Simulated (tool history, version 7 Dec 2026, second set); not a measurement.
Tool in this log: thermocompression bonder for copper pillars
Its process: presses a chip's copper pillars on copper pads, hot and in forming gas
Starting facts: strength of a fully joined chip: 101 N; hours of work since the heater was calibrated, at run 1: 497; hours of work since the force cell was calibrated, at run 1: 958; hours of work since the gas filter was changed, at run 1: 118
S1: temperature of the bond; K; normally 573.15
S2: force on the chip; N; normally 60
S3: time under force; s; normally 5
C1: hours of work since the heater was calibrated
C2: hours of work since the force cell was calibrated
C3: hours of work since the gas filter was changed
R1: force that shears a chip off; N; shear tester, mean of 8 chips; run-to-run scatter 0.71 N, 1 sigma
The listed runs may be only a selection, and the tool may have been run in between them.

| run | hour | S1 | S2 | S3 | C1 | C2 | C3 | R1 |
|---|---|---|---|---|---|---|---|---|
| 1 | 0.0 | 573.15 | 60 | 5 | 497 | 958 | 118 | 45.7 |
| 2 | 27.0 | 573.15 | 60 | 5 | 516 | 977 | 138 | 43.6 |
| 3 | 61.6 | 573.15 | 60 | 5 | 541 | 1002 | 162 | 43.6 |
| 4 | 97.3 | 573.15 | 60 | 5 | 566 | 1027 | 187 | 42.9 |
| 5 | 121.3 | 548.15 | 60 | 5 | 583 | 1044 | 204 | 28.2 |
|  | 149.1 | forming gas filter changed |
| 6 | 149.5 | 548.15 | 60 | 5 | 602 | 1064 | 0 | 30.6 |
| 7 | 186.2 | 548.15 | 60 | 5 | 628 | 1090 | 26 | 29.7 |
| 8 | 215.4 | 548.15 | 60 | 5 | 649 | 1110 | 47 | 30.4 |
| 9 | 248.9 | 548.15 | 60 | 5 | 673 | 1134 | 71 | 29.5 |
| 10 | 267.1 | 548.15 | 60 | 5 | 686 | 1147 | 83 | 29.7 |
| 11 | 296.6 | 548.15 | 60 | 5 | 706 | 1168 | 104 | 28.3 |
| 12 | 318.8 | 573.15 | 60 | 5 | 722 | 1183 | 120 | 42.2 |
| 13 | 354.2 | 573.15 | 60 | 5 | 747 | 1208 | 145 | 42.1 |
| 14 | 385.5 | 576.15 | 60 | 5 | 769 | 1231 | 167 | 42.6 |
| 15 | 419.7 | 576.15 | 60 | 5 | 793 | 1255 | 191 | 43.7 |
|  | 423.6 | heater calibrated with a thermocouple chip |
| 16 | 458.9 | 573.15 | 60 | 7 | 25 | 1281 | 218 | 45.3 |
|  | 467.7 | forming gas filter changed |
| 17 | 494.5 | 573.15 | 60 | 7 | 50 | 1306 | 19 | 48.9 |
| 18 | 515.0 | 573.15 | 60 | 7 | 64 | 1320 | 33 | 47.7 |
|  | 537.0 | heater calibrated with a thermocouple chip, once more |
| 19 | 548.0 | 573.15 | 60 | 7 | 8 | 1342 | 55 | 52.8 |
| 20 | 565.7 | 573.15 | 60 | 7 | 20 | 1355 | 68 | 53.0 |
| 21 | 593.5 | 584.15 | 42 | 9 | 40 | 1374 | 88 | 53.1 |
| 22 | 627.7 | 584.15 | 42 | 9 | 64 | 1399 | 112 | 52.7 |
| 23 | 653.9 | 584.15 | 42 | 9 | 83 | 1417 | 130 | 53.4 |
| 24 | 685.3 | 580.15 | 46 | 5 | 105 | 1439 | 153 | 41.4 |
| 25 | 716.8 | 580.15 | 46 | 5 | 127 | 1462 | 175 | 41.9 |
| 26 | 743.1 | 580.15 | 46 | 4 | 146 | 1480 | 193 | 39.2 |
| 27 | 771.6 | 600.15 | 86 | 4 | 166 | 1500 | 214 | 66.6 |
|  | 787.4 | forming gas filter changed |
| 28 | 808.9 | 600.15 | 86 | 4 | 192 | 1526 | 15 | 70.4 |
| 29 | 846.3 | 578.15 | 54 | 6 | 218 | 1553 | 42 | 49.5 |
| 30 | 883.6 | 578.15 | 47 | 3 | 245 | 1579 | 68 | 33.6 |
| 31 | 911.7 | 586.15 | 43 | 10 | 265 | 1599 | 88 | 55.6 |
| 32 | 936.3 | 551.15 | 60 | 5 | 282 | 1617 | 105 | 31.5 |
| 33 | 962.5 | 551.15 | 67 | 5 | 301 | 1635 | 124 | 33.0 |
| 34 | 996.8 | 589.15 | 67 | 5 | 325 | 1659 | 148 | 57.8 |
| 35 | 1022.3 | 589.15 | 67 | 5 | 343 | 1677 | 166 | 54.6 |
| 36 | 1048.9 | 597.15 | 60 | 12 | 362 | 1696 | 185 | 71.9 |
| 37 | 1071.0 | 570.15 | 86 | 12 | 377 | 1712 | 201 | 65.5 |
| 38 | 1094.9 | 570.15 | 86 | 12 | 394 | 1729 | 217 | 64.5 |
|  | 1104.7 | forming gas filter changed |
| 39 | 1122.6 | 574.15 | 87 | 3 | 414 | 1748 | 13 | 47.9 |

Predict each of these 4 candidate next runs independently; none follows another, all start after run 39:
| A | 1152.1 | 569.15 | 46 | 4 | 434 | 1769 | 34 | ? |
| B | 1152.1 | 546.15 | 72 | 10 | 434 | 1769 | 34 | ? |
| C | 1152.1 | 595.15 | 42 | 13 | 434 | 1769 | 34 | ? |
| D | 1152.1 | 581.15 | 73 | 5 | 434 | 1769 | 34 | ? |

| run | R1 |
|---|---|
| A | 31.2 |
| B | 43.4 |
| C | 64.2 |
| D | 55.1 |
Without the tool's hidden state the same runs would have given:
| run | R1 |
|---|---|
| A | 35.5 |
| B | 49.0 |
| C | 69.8 |
| D | 60.8 |
